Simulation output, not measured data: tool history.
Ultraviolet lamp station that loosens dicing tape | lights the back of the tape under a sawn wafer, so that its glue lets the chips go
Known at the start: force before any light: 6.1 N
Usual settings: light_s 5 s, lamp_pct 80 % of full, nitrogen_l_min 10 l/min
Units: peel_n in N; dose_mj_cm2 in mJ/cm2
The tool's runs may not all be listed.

| run | hour | light_s | lamp_pct | nitrogen_l_min | peel_n | dose_mj_cm2 |
|---|---|---|---|---|---|---|
| 1 | 0 | 5 | 80 | 10 | 0.196 | 481 |
| 2 | 24.9 | 5 | 80 | 10 | 0.222 | 484 |
| 3 | 46.7 | 5 | 80 | 10 | 0.229 | 472 |
| 4 | 78.8 | 5 | 70 | 10 | 0.291 | 414 |
| 5 | 107.4 | 5 | 70 | 10 | 0.309 | 409 |
| 6 | 130.2 | 5 | 80 | 6 | 0.368 | 465 |
| 7 | 151 | 5 | 80 | 6 | 0.379 | 467 |
| 8 | 179.5 | 2 | 80 | 10 | 1.453 | 182 |
|  | 190.4 | window cleaned of glue's vapour |
| 9 | 211.8 | 2 | 80 | 10 | 1.562 | 174 |
| 10 | 249.7 | 2 | 80 | 10 | 1.572 | 173 |
| 11 | 291.3 | 5 | 80 | 10 | 0.3 | 426 |
| 12 | 326.7 | 5 | 65 | 10 | 0.467 | 343 |
|  | 344.2 | window cleaned of glue's vapour, once more |
| 13 | 358.2 | 5 | 65 | 10 | 0.315 | 409 |
| 14 | 392.1 | 5 | 65 | 10 | 0.313 | 409 |
| 15 | 421.6 | 3 | 65 | 10 | 0.91 | 243 |
| 16 | 441.3 | 3 | 65 | 10 | 0.912 | 241 |
| 17 | 473.7 | 5 | 80 | 10 | 0.22 | 482 |
| 18 | 512 | 5 | 80 | 10 | 0.22 | 484 |
| 19 | 531.9 | 5 | 80 | 10 | 0.214 | 483 |
| 20 | 554.1 | 5 | 80 | 10 | 0.224 | 484 |
| 21 | 589.9 | 6 | 73 | 7 | 0.245 | 518 |
| 22 | 630.8 | 6 | 73 | 7 | 0.26 | 517 |
| 23 | 662.3 | 7 | 69 | 7 | 0.192 | 569 |
| 24 | 706.1 | 9 | 87 | 7 | 0.111 | 910 |
| 25 | 743.9 | 9 | 87 | 7 | 0.108 | 900 |
| 26 | 786.3 | 9 | 87 | 7 | 0.113 | 886 |
| 27 | 828.4 | 4 | 64 | 12 | 0.573 | 291 |
| 28 | 858.1 | 4 | 64 | 12 | 0.575 | 284 |
| 29 | 897 | 3 | 72 | 15 | 0.715 | 239 |
| 30 | 920.3 | 3 | 72 | 15 | 0.712 | 233 |
| 31 | 943.4 | 3 | 88 | 5 | 1.114 | 293 |
| 32 | 968.7 | 3 | 88 | 5 | 1.153 | 290 |
| 33 | 987.7 | 3 | 88 | 5 | 1.115 | 284 |
|  | 1021.4 | window cleaned of glue's vapour |
| 34 | 1029.5 | 3 | 98 | 14 | 0.342 | 351 |
| 35 | 1067.8 | 4 | 84 | 10 | 0.33 | 390 |
| 36 | 1109.3 | 4 | 84 | 10 | 0.357 | 392 |
| 37 | 1135 | 5 | 71 | 3 | 0.912 | 406 |
| 38 | 1161.5 | 5 | 71 | 3 | 0.915 | 405 |
| 39 | 1192.9 | 8 | 64 | 3 | 0.439 | 578 |

5 ways to go on from here, each from the tool as it stands after run 39. What would each give?
| A | 1219 | 9 | 72 | 7 | ? | ? |
| B | 1219 | 9 | 84 | 10 | ? | ? |
| C | 1219 | 5 | 99 | 5 | ? | ? |
| D | 1219 | 3 | 61 | 6 | ? | ? |
| E | 1219 | 4 | 64 | 5 | ? | ? |

| run | peel_n | dose_mj_cm2 |
|---|---|---|
| A | 0.136 | 727 |
| B | 0.1 | 851 |
| C | 0.307 | 559 |
| D | 1.619 | 206 |
| E | 1.153 | 287 |
Without the tool's hidden state the same runs would have given:
| run | peel_n | dose_mj_cm2 |
|---|---|---|
| A | 0.116 | 859 |
| B | 0.096 | 1006 |
| C | 0.216 | 661 |
| D | 1.288 | 243 |
| E | 0.867 | 339 |
